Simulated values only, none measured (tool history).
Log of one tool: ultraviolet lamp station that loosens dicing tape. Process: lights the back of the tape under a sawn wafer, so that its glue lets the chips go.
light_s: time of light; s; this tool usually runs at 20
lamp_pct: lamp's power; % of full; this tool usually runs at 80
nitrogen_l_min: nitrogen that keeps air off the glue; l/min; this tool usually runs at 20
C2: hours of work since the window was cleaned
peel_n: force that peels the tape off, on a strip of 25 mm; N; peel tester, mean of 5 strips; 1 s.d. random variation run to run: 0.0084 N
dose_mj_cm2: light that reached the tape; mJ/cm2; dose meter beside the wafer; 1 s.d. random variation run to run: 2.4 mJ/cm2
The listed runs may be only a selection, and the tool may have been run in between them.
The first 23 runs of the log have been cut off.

{"hour": 1284.7, "done": "window cleaned of glue's vapour"}
{"run": 24, "hour": 1311.0, "light_s": 20, "lamp_pct": 65, "nitrogen_l_min": 8, "hours of work of the lamp": 165, "C2": 19, "peel_n": 0.809, "dose_mj_cm2": 189}
{"run": 25, "hour": 1373.3, "light_s": 20, "lamp_pct": 63, "nitrogen_l_min": 20, "hours of work of the lamp": 210, "C2": 65, "peel_n": 0.616, "dose_mj_cm2": 173}
{"run": 26, "hour": 1407.5, "light_s": 36, "lamp_pct": 69, "nitrogen_l_min": 27, "hours of work of the lamp": 235, "C2": 89, "peel_n": 0.273, "dose_mj_cm2": 333}
{"run": 27, "hour": 1444.4, "light_s": 31, "lamp_pct": 89, "nitrogen_l_min": 13, "hours of work of the lamp": 262, "C2": 116, "peel_n": 0.264, "dose_mj_cm2": 363}
{"run": 28, "hour": 1510.5, "light_s": 24, "lamp_pct": 99, "nitrogen_l_min": 7, "hours of work of the lamp": 310, "C2": 165, "peel_n": 0.432, "dose_mj_cm2": 293}
{"hour": 1575.2, "done": "window cleaned of glue's vapour"}
{"run": 29, "hour": 1588.1, "light_s": 12, "lamp_pct": 62, "nitrogen_l_min": 11, "hours of work of the lamp": 366, "C2": 9, "peel_n": 1.8, "dose_mj_cm2": 93}
{"run": 30, "hour": 1634.0, "light_s": 34, "lamp_pct": 62, "nitrogen_l_min": 24, "hours of work of the lamp": 400, "C2": 43, "peel_n": 0.309, "dose_mj_cm2": 270}
{"run": 31, "hour": 1684.9, "light_s": 14, "lamp_pct": 80, "nitrogen_l_min": 20, "hours of work of the lamp": 437, "C2": 80, "peel_n": 0.894, "dose_mj_cm2": 137}
{"run": 32, "hour": 1762.1, "light_s": 20, "lamp_pct": 67, "nitrogen_l_min": 20, "hours of work of the lamp": 493, "C2": 136, "peel_n": 0.747, "dose_mj_cm2": 153}
{"run": 33, "hour": 1838.0, "light_s": 20, "lamp_pct": 66, "nitrogen_l_min": 20, "hours of work of the lamp": 548, "C2": 191, "peel_n": 0.818, "dose_mj_cm2": 140}
{"hour": 1866.4, "done": "window cleaned of glue's vapour"}
{"run": 34, "hour": 1892.9, "light_s": 13, "lamp_pct": 80, "nitrogen_l_min": 20, "hours of work of the lamp": 588, "C2": 19, "peel_n": 1.107, "dose_mj_cm2": 121}
{"run": 35, "hour": 1958.7, "light_s": 13, "lamp_pct": 81, "nitrogen_l_min": 16, "hours of work of the lamp": 636, "C2": 67, "peel_n": 1.313, "dose_mj_cm2": 116}
{"run": 36, "hour": 2010.7, "light_s": 13, "lamp_pct": 81, "nitrogen_l_min": 16, "hours of work of the lamp": 674, "C2": 105, "peel_n": 1.342, "dose_mj_cm2": 104}
{"hour": 2050.4, "done": "lamp changed"}
{"run": 37, "hour": 2053.7, "light_s": 25, "lamp_pct": 100, "nitrogen_l_min": 16, "hours of work of the lamp": 2, "C2": 136, "peel_n": 0.269, "dose_mj_cm2": 379}
{"run": 38, "hour": 2124.2, "light_s": 25, "lamp_pct": 100, "nitrogen_l_min": 33, "hours of work of the lamp": 54, "C2": 187, "peel_n": 0.245, "dose_mj_cm2": 360}
{"hour": 2157.8, "done": "window cleaned of glue's vapour"}
{"run": 39, "hour": 2163.4, "light_s": 21, "lamp_pct": 94, "nitrogen_l_min": 25, "hours of work of the lamp": 82, "C2": 4, "peel_n": 0.266, "dose_mj_cm2": 301}
{"run": 40, "hour": 2205.4, "light_s": 21, "lamp_pct": 94, "nitrogen_l_min": 25, "hours of work of the lamp": 113, "C2": 35, "peel_n": 0.288, "dose_mj_cm2": 300}
{"run": 41, "hour": 2249.2, "light_s": 20, "lamp_pct": 63, "nitrogen_l_min": 31, "hours of work of the lamp": 145, "C2": 67, "peel_n": 0.479, "dose_mj_cm2": 180}

Consider 3 possible next runs. They are alternatives, not a sequence: every one starts from the tool as it was left by run 41. What does each give?
{"run": "A", "hour": 2321.1, "light_s": 12, "lamp_pct": 68, "nitrogen_l_min": 20, "hours of work of the lamp": 197, "C2": 119, "peel_n": "?", "dose_mj_cm2": "?"}
{"run": "B", "hour": 2321.1, "light_s": 10, "lamp_pct": 90, "nitrogen_l_min": 15, "hours of work of the lamp": 197, "C2": 119, "peel_n": "?", "dose_mj_cm2": "?"}
{"run": "C", "hour": 2321.1, "light_s": 40, "lamp_pct": 63, "nitrogen_l_min": 10, "hours of work of the lamp": 197, "C2": 119, "peel_n": "?", "dose_mj_cm2": "?"}

run=A peel_n=1.159 dose_mj_cm2=112
run=B peel_n=1.179 dose_mj_cm2=123
run=C peel_n=0.314 dose_mj_cm2=343
What these runs would have given with no unlogged condition in the tool:
run=A peel_n=0.900 dose_mj_cm2=133
run=B peel_n=0.914 dose_mj_cm2=146
run=C peel_n=0.273 dose_mj_cm2=408
